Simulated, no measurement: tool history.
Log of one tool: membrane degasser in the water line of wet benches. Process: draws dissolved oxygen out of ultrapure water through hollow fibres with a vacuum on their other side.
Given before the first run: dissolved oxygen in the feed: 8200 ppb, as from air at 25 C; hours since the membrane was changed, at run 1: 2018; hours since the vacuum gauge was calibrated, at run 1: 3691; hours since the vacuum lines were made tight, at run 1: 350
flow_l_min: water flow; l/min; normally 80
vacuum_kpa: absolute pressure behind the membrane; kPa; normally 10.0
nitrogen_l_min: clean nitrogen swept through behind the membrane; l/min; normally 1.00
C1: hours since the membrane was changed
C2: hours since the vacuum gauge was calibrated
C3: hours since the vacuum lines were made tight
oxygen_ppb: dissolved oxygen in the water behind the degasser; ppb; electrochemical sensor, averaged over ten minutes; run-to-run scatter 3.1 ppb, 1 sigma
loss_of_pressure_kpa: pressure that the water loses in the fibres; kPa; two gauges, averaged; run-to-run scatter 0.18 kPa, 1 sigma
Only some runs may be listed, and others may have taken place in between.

Run 1, hour 0.0: usual settings; C1 2018; C2 3691; C3 350. Result: oxygen_ppb 846.1 ppb, loss_of_pressure_kpa 32.95 kPa.
Run 2, hour 53.9: usual settings; C1 2072; C2 3745; C3 403. Result: oxygen_ppb 847.6 ppb, loss_of_pressure_kpa 33.21 kPa.
Run 3, hour 103.7: usual settings; C1 2121; C2 3795; C3 453. Result: oxygen_ppb 846.5 ppb, loss_of_pressure_kpa 33.47 kPa.
Run 4, hour 138.5: usual settings; C1 2156; C2 3830; C3 488. Result: oxygen_ppb 848.1 ppb, loss_of_pressure_kpa 32.78 kPa.
Run 5, hour 183.0: usual settings but flow_l_min 109 l/min; C1 2201; C2 3874; C3 532. Result: oxygen_ppb 1020.7 ppb, loss_of_pressure_kpa 45.28 kPa.
Run 6, hour 236.1: usual settings but flow_l_min 117 l/min; C1 2254; C2 3927; C3 586. Result: oxygen_ppb 1074.6 ppb, loss_of_pressure_kpa 48.61 kPa.
Run 7, hour 291.2: usual settings but flow_l_min 117 l/min, nitrogen_l_min 1.68 l/min; C1 2309; C2 3982; C3 641. Result: oxygen_ppb 784.6 ppb, loss_of_pressure_kpa 48.58 kPa.
Run 8, hour 314.9: usual settings but flow_l_min 117 l/min, nitrogen_l_min 1.68 l/min; C1 2332; C2 4006; C3 664. Result: oxygen_ppb 783.0 ppb, loss_of_pressure_kpa 48.55 kPa.
Run 9, hour 358.8: usual settings but flow_l_min 117 l/min, nitrogen_l_min 1.68 l/min; C1 2376; C2 4050; C3 708. Result: oxygen_ppb 781.5 ppb, loss_of_pressure_kpa 48.68 kPa.
Run 10, hour 412.5: usual settings but flow_l_min 117 l/min, vacuum_kpa 6.3 kPa, nitrogen_l_min 1.68 l/min; C1 2430; C2 4104; C3 762. Result: oxygen_ppb 380.9 ppb, loss_of_pressure_kpa 48.33 kPa.
Run 11, hour 439.2: usual settings but flow_l_min 117 l/min, vacuum_kpa 6.3 kPa, nitrogen_l_min 1.68 l/min; C1 2457; C2 4130; C3 789. Result: oxygen_ppb 379.4 ppb, loss_of_pressure_kpa 48.70 kPa.
Run 12, hour 490.9: usual settings but flow_l_min 117 l/min, vacuum_kpa 6.3 kPa, nitrogen_l_min 1.68 l/min; C1 2509; C2 4182; C3 840. Result: oxygen_ppb 379.9 ppb, loss_of_pressure_kpa 48.97 kPa.
Run 13, hour 525.5: usual settings but flow_l_min 117 l/min, vacuum_kpa 6.3 kPa, nitrogen_l_min 1.68 l/min; C1 2543; C2 4217; C3 875. Result: oxygen_ppb 379.3 ppb, loss_of_pressure_kpa 48.85 kPa.
Run 14, hour 562.4: usual settings but nitrogen_l_min 1.30 l/min; C1 2580; C2 4254; C3 912. Result: oxygen_ppb 709.4 ppb, loss_of_pressure_kpa 33.42 kPa.
Run 15, hour 604.5: usual settings but nitrogen_l_min 1.30 l/min; C1 2622; C2 4296; C3 954. Result: oxygen_ppb 709.5 ppb, loss_of_pressure_kpa 33.25 kPa.
Run 16, hour 656.8: usual settings but nitrogen_l_min 1.30 l/min; C1 2674; C2 4348; C3 1006. Result: oxygen_ppb 716.5 ppb, loss_of_pressure_kpa 33.18 kPa.

Expected results for the next run?
Run 17, hour 697.1: usual settings but flow_l_min 49 l/min, nitrogen_l_min 0.63 l/min; C1 2715; C2 4388; C3 1047. Result: oxygen_ppb ?, loss_of_pressure_kpa ?.

Run 17 produced oxygen_ppb 832.7 ppb, loss_of_pressure_kpa 20.31 kPa.
On a tool with no hidden condition, and with the same random variation, this run would have come out at oxygen_ppb 832.3 ppb, loss_of_pressure_kpa 20.30 kPa.
